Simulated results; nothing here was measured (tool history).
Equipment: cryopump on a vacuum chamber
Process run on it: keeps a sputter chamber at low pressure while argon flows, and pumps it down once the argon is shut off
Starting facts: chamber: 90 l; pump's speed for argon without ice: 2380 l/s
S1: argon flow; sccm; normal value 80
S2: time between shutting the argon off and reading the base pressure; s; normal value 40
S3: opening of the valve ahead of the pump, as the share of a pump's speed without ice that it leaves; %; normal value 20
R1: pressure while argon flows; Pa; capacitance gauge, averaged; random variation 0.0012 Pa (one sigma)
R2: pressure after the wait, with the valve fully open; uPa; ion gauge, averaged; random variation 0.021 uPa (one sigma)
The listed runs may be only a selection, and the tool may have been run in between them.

run,hour,S1,S2,S3,R1,R2
1,0,80,40,20,0.2875,0.68
2,60.2,42,40,20,0.1499,0.67
3,113.6,42,40,20,0.1517,0.7
4,146.7,42,40,42,0.0739,0.72
5,196.5,80,123,20,0.2903,0.49
6,222.3,80,123,20,0.2903,0.53
7,281.4,80,123,20,0.2908,0.5
8,338,80,123,20,0.2897,0.47
9,381.1,80,40,20,0.291,0.78
10,415.6,80,40,20,0.2909,0.74
11,477.7,80,40,20,0.295,0.77
12,533.5,80,40,20,0.2903,0.78
13,560.2,80,40,20,0.2933,0.72
14,621.9,80,40,20,0.2939,0.77
15,663,135,40,20,0.4968,0.78
16,720.7,135,40,20,0.495,0.82
17,748.7,135,40,20,0.4966,0.8
18,789.2,135,40,20,0.5002,0.79
19,827.9,102,40,43,0.1831,0.84
20,864,102,33,41,0.1925,0.91
21,908.1,102,33,41,0.1939,0.93
22,946.8,33,196,42,0.0606,0.54
23,979.8,52,196,42,0.0964,0.6
24,1011.9,41,40,42,0.0768,0.87
25,1071.5,41,32,24,0.1288,0.93
26,1125.2,41,32,24,0.1276,0.94
27,1152.1,41,32,24,0.1295,0.99
28,1182.7,41,32,24,0.1287,0.92
29,1228.7,41,32,24,0.1286,0.98
30,1274,38,262,24,0.1197,0.58
31,1313.1,38,142,24,0.1201,0.62
32,1374.3,34,33,24,0.107,1.01
33,1429.5,63,249,24,0.2005,0.67
34,1457.3,63,249,24,0.2014,0.64
# hour 1506.7: pump warmed up, emptied and cooled again
35,1514.9,95,139,57,0.1195,0.55

Here are 3 independent what-if runs from the current tool condition. What would each one return?
A,1567.6,78,40,20,?,?
B,1567.6,90,40,20,?,?
C,1567.6,42,40,27,?,?

run,R1,R2
A,0.2784,0.84
B,0.3194,0.81
C,0.1123,0.81
With no hidden state in the tool, these same runs would have given:
run,R1,R2
A,0.2771,0.5
B,0.3179,0.46
C,0.1116,0.47
